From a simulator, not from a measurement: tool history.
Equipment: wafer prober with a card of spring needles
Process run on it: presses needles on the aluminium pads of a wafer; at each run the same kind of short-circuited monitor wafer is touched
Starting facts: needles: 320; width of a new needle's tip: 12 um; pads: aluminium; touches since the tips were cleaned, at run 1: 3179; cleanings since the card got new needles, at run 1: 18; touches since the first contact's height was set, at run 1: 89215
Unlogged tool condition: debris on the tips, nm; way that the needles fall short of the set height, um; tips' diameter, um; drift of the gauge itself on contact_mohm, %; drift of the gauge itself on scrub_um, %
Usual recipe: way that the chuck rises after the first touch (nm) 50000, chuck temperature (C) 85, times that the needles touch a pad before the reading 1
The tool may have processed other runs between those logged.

| run | hour | way that the chuck rises after the first touch (nm) | chuck temperature (C) | times that the needles touch a pad before the reading | touches since the tips were cleaned | cleanings since the card got new needles | touches since the first contact's height was set | resistance of one needle with its contact and lead (mohm) | way that a needle slides on the pad (nm) |
|---|---|---|---|---|---|---|---|---|---|
| 1 | 0 | 50000 | 85 | 1 | 3179 | 18 | 89215 | 265 | 11240 |
|  | 2.8 | tips cleaned on abrasive film |
|  | 13.7 | tips cleaned on abrasive film |
| 2 | 17.3 | 50000 | 111 | 1 | 1563 | 20 | 96530 | 255 | 11200 |
|  | 23.8 | tips cleaned on abrasive film |
|  | 33.4 | tips cleaned on abrasive film |
| 3 | 33.7 | 50000 | 111 | 1 | 127 | 22 | 103448 | 244 | 11180 |
|  | 44.5 | tips cleaned on abrasive film |
|  | 54.4 | tips cleaned on abrasive film |
| 4 | 56.6 | 50000 | 111 | 1 | 910 | 24 | 113129 | 255 | 11220 |
|  | 64.1 | tips cleaned on abrasive film |
|  | 73.6 | tips cleaned on abrasive film |
| 5 | 73.6 | 50000 | 111 | 1 | 0 | 26 | 120323 | 240 | 11150 |
|  | 83.9 | tips cleaned on abrasive film |
| 6 | 85.9 | 50000 | 111 | 1 | 834 | 27 | 125529 | 253 | 11110 |
|  | 94.8 | tips cleaned on abrasive film |
| 7 | 102.9 | 50000 | 111 | 1 | 3442 | 28 | 132735 | 275 | 11140 |
|  | 104.5 | tips cleaned on abrasive film |
|  | 114.5 | tips cleaned on abrasive film |
| 8 | 116.9 | 50000 | 111 | 1 | 1056 | 30 | 138654 | 251 | 10820 |
|  | 125.4 | tips cleaned on abrasive film |
|  | 136 | tips cleaned on abrasive film |
| 9 | 140.3 | 50000 | 85 | 1 | 1841 | 32 | 148553 | 257 | 10900 |
|  | 146.4 | tips cleaned on abrasive film |
| 10 | 153.3 | 50000 | 85 | 1 | 2943 | 33 | 154073 | 267 | 10900 |
|  | 156.5 | tips cleaned on abrasive film |
|  | 166.3 | tips cleaned on abrasive film |
| 11 | 166.3 | 50000 | 85 | 1 | 0 | 35 | 159545 | 233 | 10980 |
|  | 176.3 | tips cleaned on abrasive film |
| 12 | 178.6 | 50000 | 85 | 1 | 986 | 36 | 164746 | 248 | 10910 |
|  | 187.2 | tips cleaned on abrasive film |
|  | 197.5 | tips cleaned on abrasive film |
| 13 | 206.1 | 50000 | 85 | 1 | 3689 | 38 | 176406 | 270 | 10740 |
|  | 208.4 | tips cleaned on abrasive film |
|  | 218.9 | tips cleaned on abrasive film |
|  | 229 | tips cleaned on abrasive film |
| 14 | 229.6 | 50000 | 85 | 1 | 267 | 41 | 186312 | 239 | 10740 |
|  | 238.9 | tips cleaned on abrasive film |
|  | 249.2 | tips cleaned on abrasive film |
| 15 | 249.2 | 50000 | 85 | 1 | 0 | 43 | 194615 | 234 | 10740 |
|  | 260.4 | tips cleaned on abrasive film |
| 16 | 265.6 | 50000 | 85 | 1 | 2218 | 44 | 201562 | 266 | 10790 |
|  | 271.4 | tips cleaned on abrasive film |
|  | 281 | tips cleaned on abrasive film |
| 17 | 281 | 51000 | 68 | 1 | 0 | 46 | 208058 | 231 | 11000 |
|  | 290.7 | tips cleaned on abrasive film |
|  | 300.9 | tips cleaned on abrasive film |
| 18 | 302.5 | 51000 | 68 | 1 | 699 | 48 | 217174 | 240 | 10850 |
|  | 310.9 | tips cleaned on abrasive film |
| 19 | 316.4 | 51000 | 68 | 1 | 2345 | 49 | 223045 | 255 | 10910 |
|  | 321.4 | tips cleaned on abrasive film |
|  | 331.4 | tips cleaned on abrasive film |
|  | 341 | tips cleaned on abrasive film |
| 20 | 341 | 37000 | 29 | 1 | 0 | 52 | 233423 | 230 | 7560 |
|  | 351.1 | tips cleaned on abrasive film |
| 21 | 358.2 | 37000 | 29 | 1 | 3050 | 53 | 240747 | 317 | 7560 |
|  | 361.8 | tips cleaned on abrasive film |
|  | 371.4 | tips cleaned on abrasive film |
| 22 | 374.5 | 44000 | 49 | 2 | 1305 | 55 | 247607 | 244 | 9090 |
|  | 380.2 | height of the first contact set anew |
|  | 381.9 | tips cleaned on abrasive film |
| 23 | 388.1 | 44000 | 39 | 1 | 2631 | 56 | 3341 | 264 | 10090 |
|  | 391.5 | tips cleaned on abrasive film |
|  | 402.6 | tips cleaned on abrasive film |
|  | 412.2 | tips cleaned on abrasive film |
| 24 | 414.6 | 47000 | 85 | 1 | 1043 | 59 | 14558 | 250 | 10880 |
|  | 423.2 | tips cleaned on abrasive film |
|  | 433 | tips cleaned on abrasive film |
| 25 | 441.1 | 47000 | 85 | 1 | 3463 | 61 | 25771 | 279 | 10670 |
|  | 442.8 | tips cleaned on abrasive film |
|  | 453.8 | tips cleaned on abrasive film |
|  | 463.8 | tips cleaned on abrasive film |
| 26 | 468.4 | 50000 | 85 | 3 | 1944 | 64 | 37300 | 239 | 11480 |
|  | 474.4 | tips cleaned on abrasive film |
|  | 484 | tips cleaned on abrasive film |
| 27 | 488.3 | 67000 | 39 | 1 | 1844 | 66 | 45718 | 234 | 15260 |
|  | 495.6 | tips cleaned on abrasive film |
|  | 505.6 | tips cleaned on abrasive film |
|  | 515.3 | tips cleaned on abrasive film |
| 28 | 515.3 | 67000 | 39 | 1 | 0 | 69 | 57143 | 214 | 15330 |
|  | 524.9 | tips cleaned on abrasive film |
|  | 534.4 | tips cleaned on abrasive film |
| 29 | 534.4 | 50000 | 99 | 1 | 0 | 71 | 65224 | 240 | 11110 |
|  | 545.2 | tips cleaned on abrasive film |
|  | 556.4 | tips cleaned on abrasive film |
| 30 | 558.1 | 50000 | 99 | 1 | 723 | 73 | 75242 | 249 | 11290 |

Subtracting, for every run, the result it would have given without the tool's unlogged condition from the measured result gives the following. The same run-to-run variation enters both numbers; the gauge's scatter may not:
| run | resistance of one needle with its contact and lead (mohm) | way that a needle slides on the pad (nm) |
|---|---|---|
| 1 | +33 | -340 |
| 2 | +20 | -380 |
| 3 | +6 | -440 |
| 4 | +19 | -480 |
| 5 | +6 | -510 |
| 6 | +15 | -530 |
| 7 | +39 | -550 |
| 8 | +20 | -580 |
| 9 | +28 | -630 |
| 10 | +38 | -660 |
| 11 | +5 | -700 |
| 12 | +20 | -720 |
| 13 | +45 | -770 |
| 14 | +10 | -830 |
| 15 | +7 | -880 |
| 16 | +36 | -900 |
| 17 | +5 | -940 |
| 18 | +17 | -970 |
| 19 | +35 | -990 |
| 20 | +12 | -1050 |
| 21 | +97 | -1080 |
| 22 | +27 | -1120 |
| 23 | +48 | -20 |
| 24 | +21 | -90 |
| 25 | +48 | -140 |
| 26 | +12 | -200 |
| 27 | +19 | -240 |
| 28 | +4 | -300 |
| 29 | +9 | -340 |
| 30 | +17 | -390 |

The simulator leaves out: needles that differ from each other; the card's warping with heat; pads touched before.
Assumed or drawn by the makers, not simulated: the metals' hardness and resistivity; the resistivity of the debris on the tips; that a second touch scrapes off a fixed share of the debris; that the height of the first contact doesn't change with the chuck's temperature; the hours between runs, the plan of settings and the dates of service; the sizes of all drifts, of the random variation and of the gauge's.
